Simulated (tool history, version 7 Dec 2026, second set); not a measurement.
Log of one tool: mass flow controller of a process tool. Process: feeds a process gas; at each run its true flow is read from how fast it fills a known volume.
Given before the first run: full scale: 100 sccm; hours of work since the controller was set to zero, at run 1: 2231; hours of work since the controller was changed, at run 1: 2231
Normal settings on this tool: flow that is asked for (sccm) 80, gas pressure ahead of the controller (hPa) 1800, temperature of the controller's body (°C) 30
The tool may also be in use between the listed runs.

| run | hour | flow that is asked for (sccm) | gas pressure ahead of the controller (hPa) | temperature of the controller's body (°C) | hours of work since the controller was set to zero | hours of work since the controller was changed | true flow (%) |
|---|---|---|---|---|---|---|---|
| 1 | 0.0 | 80 | 1800 | 30 | 2231 | 2231 | 99.84 |
| 2 | 119.4 | 80 | 1720 | 30 | 2293 | 2293 | 99.94 |
| 3 | 214.8 | 80 | 1720 | 30 | 2343 | 2343 | 99.66 |
| 4 | 329.7 | 80 | 1800 | 30 | 2402 | 2402 | 99.79 |
| 5 | 427.1 | 80 | 1800 | 30 | 2453 | 2453 | 99.89 |
| 6 | 544.2 | 80 | 1800 | 30 | 2513 | 2513 | 99.74 |
| 7 | 607.9 | 80 | 1800 | 30 | 2546 | 2546 | 99.77 |
| 8 | 739.0 | 80 | 1800 | 30 | 2614 | 2614 | 99.86 |
| 9 | 864.5 | 80 | 1800 | 24 | 2679 | 2679 | 99.17 |
| 10 | 944.9 | 82 | 1800 | 30 | 2721 | 2721 | 99.65 |
| 11 | 1083.3 | 80 | 1800 | 30 | 2793 | 2793 | 99.77 |
| 12 | 1176.1 | 80 | 1800 | 30 | 2841 | 2841 | 99.68 |
| 13 | 1293.4 | 80 | 1800 | 30 | 2902 | 2902 | 99.66 |
| 14 | 1394.1 | 80 | 1800 | 30 | 2954 | 2954 | 99.66 |
| 15 | 1501.1 | 12 | 1800 | 30 | 3009 | 3009 | 100.43 |
| 16 | 1637.9 | 12 | 1800 | 30 | 3080 | 3080 | 100.30 |
| 17 | 1712.2 | 12 | 1800 | 22 | 3119 | 3119 | 99.73 |
| 18 | 1829.6 | 12 | 1800 | 22 | 3179 | 3179 | 99.70 |
| 19 | 1964.6 | 86 | 1800 | 22 | 3249 | 3249 | 98.95 |
| 20 | 2101.2 | 86 | 1800 | 22 | 3320 | 3320 | 98.66 |
| 21 | 2177.9 | 86 | 1800 | 22 | 3360 | 3360 | 98.89 |
| 22 | 2258.2 | 86 | 1800 | 22 | 3402 | 3402 | 98.85 |
| 23 | 2385.1 | 86 | 1800 | 22 | 3467 | 3467 | 98.79 |
| 24 | 2450.0 | 86 | 1800 | 22 | 3501 | 3501 | 98.91 |
| 25 | 2506.0 | 48 | 2030 | 29 | 3530 | 3530 | 99.37 |
| 26 | 2597.2 | 13 | 2030 | 22 | 3577 | 3577 | 99.64 |
| 27 | 2675.6 | 80 | 2430 | 20 | 3618 | 3618 | 98.76 |
| 28 | 2789.2 | 69 | 2080 | 38 | 3677 | 3677 | 100.36 |
| 29 | 2909.3 | 80 | 2580 | 30 | 3739 | 3739 | 99.78 |
| 30 | 3010.6 | 80 | 2580 | 30 | 3792 | 3792 | 99.78 |
| 31 | 3123.0 | 11 | 1800 | 30 | 3850 | 3850 | 100.67 |
| 32 | 3223.7 | 80 | 2660 | 32 | 3902 | 3902 | 99.94 |
| 33 | 3361.0 | 96 | 1960 | 35 | 3973 | 3973 | 100.06 |
| 34 | 3480.8 | 96 | 1960 | 35 | 4035 | 4035 | 99.98 |
| 35 | 3609.4 | 80 | 1470 | 22 | 4102 | 4102 | 98.55 |
| 36 | 3672.3 | 80 | 1470 | 22 | 4134 | 4134 | 98.50 |
| 37 | 3805.3 | 69 | 2320 | 30 | 4203 | 4203 | 99.61 |
| 38 | 3898.2 | 69 | 2320 | 30 | 4252 | 4252 | 99.61 |
| 39 | 3981.2 | 74 | 2510 | 21 | 4295 | 4295 | 98.77 |
| 40 | 4103.6 | 74 | 2510 | 21 | 4358 | 4358 | 98.77 |
| 41 | 4208.1 | 22 | 1960 | 24 | 4412 | 4412 | 99.07 |
| 42 | 4323.6 | 80 | 2520 | 27 | 4472 | 4472 | 99.41 |
| 43 | 4402.0 | 22 | 2060 | 27 | 4513 | 4513 | 99.48 |
| 44 | 4465.7 | 23 | 1580 | 25 | 4546 | 4546 | 98.91 |
| 45 | 4594.5 | 80 | 2080 | 30 | 4612 | 4612 | 99.32 |
| 46 | 4694.1 | 18 | 2530 | 25 | 4664 | 4664 | 99.66 |
| 47 | 4761.1 | 13 | 1800 | 21 | 4699 | 4699 | 99.45 |
| 48 | 4837.2 | 82 | 1800 | 21 | 4738 | 4738 | 98.45 |

Selected run-to-run steps in true flow (%), each split into two signed amounts: the part the tool would show with no hidden state at all (from settings, incoming material and random variation), and the remainder, which goes to the hidden state together with any gauge scatter not common to the measured and the hidden-state-free results:
What the log doesn't record here: flow at rest that the sensor doesn't see, % of full scale; true flow over the shown one, %; drift of the gauge itself on true_pct, %.
Run 27 -> 28: flow that is asked for (sccm) 80 -> 69, gas pressure ahead of the controller (hPa) 2430 -> 2080, temperature of the controller's body (°C) 20 -> 38. true flow (%) +1.60: hidden state +0.02, all else +1.58.
Run 30 -> 31: flow that is asked for (sccm) 80 -> 11, gas pressure ahead of the controller (hPa) 2580 -> 1800. true flow (%) +0.89: hidden state +1.55, all else -0.66.
Run 31 -> 32: flow that is asked for (sccm) 11 -> 80, gas pressure ahead of the controller (hPa) 1800 -> 2660, temperature of the controller's body (°C) 30 -> 32. true flow (%) -0.73: hidden state -1.58, all else +0.85.
Run 34 -> 35: flow that is asked for (sccm) 96 -> 80, gas pressure ahead of the controller (hPa) 1960 -> 1470, temperature of the controller's body (°C) 35 -> 22. true flow (%) -1.43: hidden state +0.02, all else -1.45.
Run 36 -> 37: flow that is asked for (sccm) 80 -> 69, gas pressure ahead of the controller (hPa) 1470 -> 2320, temperature of the controller's body (°C) 22 -> 30. true flow (%) +1.11: hidden state +0.03, all else +1.08.
Run 47 -> 48: flow that is asked for (sccm) 13 -> 82. true flow (%) -1.00: hidden state -1.54, all else +0.54.
